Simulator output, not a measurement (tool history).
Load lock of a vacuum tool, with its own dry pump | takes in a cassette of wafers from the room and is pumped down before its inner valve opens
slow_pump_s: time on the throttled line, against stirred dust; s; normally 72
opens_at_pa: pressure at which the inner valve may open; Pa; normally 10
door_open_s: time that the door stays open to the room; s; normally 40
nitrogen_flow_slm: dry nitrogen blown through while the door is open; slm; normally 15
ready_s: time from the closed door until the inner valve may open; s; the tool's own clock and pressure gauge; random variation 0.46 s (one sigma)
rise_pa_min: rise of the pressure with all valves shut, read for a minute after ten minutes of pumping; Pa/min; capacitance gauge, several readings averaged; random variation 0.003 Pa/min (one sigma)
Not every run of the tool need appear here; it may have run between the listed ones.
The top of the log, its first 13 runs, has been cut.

run,hour,slow_pump_s,opens_at_pa,door_open_s,nitrogen_flow_slm,hours that the pump has run since its overhaul,times that the door has closed on its seal,"incoming humidity of the room's air, %",ready_s,rise_pa_min
14,4199.5,72,10,32,5,1402,14944,44.1,136.0,0.207
15,4560.8,84,10,32,5,1763,16173,46.4,146.4,0.236
16,4806.8,72,10,40,11,2009,17010,44.5,137.3,0.246
17,4993.5,72,10,40,11,2196,17645,44.7,136.6,0.254
18,5364.1,72,9,40,11,2566,18906,49.2,137.1,0.292
19,5670.8,41,10,40,6,2873,19950,47.3,111.6,0.309
20,5952.4,72,10,62,13,3155,20908,46.4,137.3,0.337
21,6228.7,72,10,175,25,3431,21848,41.7,137.2,0.351
22,6518.9,72,12,175,12,3721,22835,47.5,135.1,0.391
23,6886.9,143,12,175,12,4089,24088,46.7,192.6,0.424
24,7264.6,83,11,27,12,4467,25373,47.1,145.7,0.432

Run 25 has not been measured yet. What should we expect?
25,7549.8,73,10,27,12,4752,26343,45.5,?,?

Run 25 came out at ready_s 138.1 s, rise_pa_min 0.455 Pa/min.
Were there no unlogged condition in the tool, this run, its random variation unchanged, would have produced ready_s 136.6 s, rise_pa_min 0.022 Pa/min.
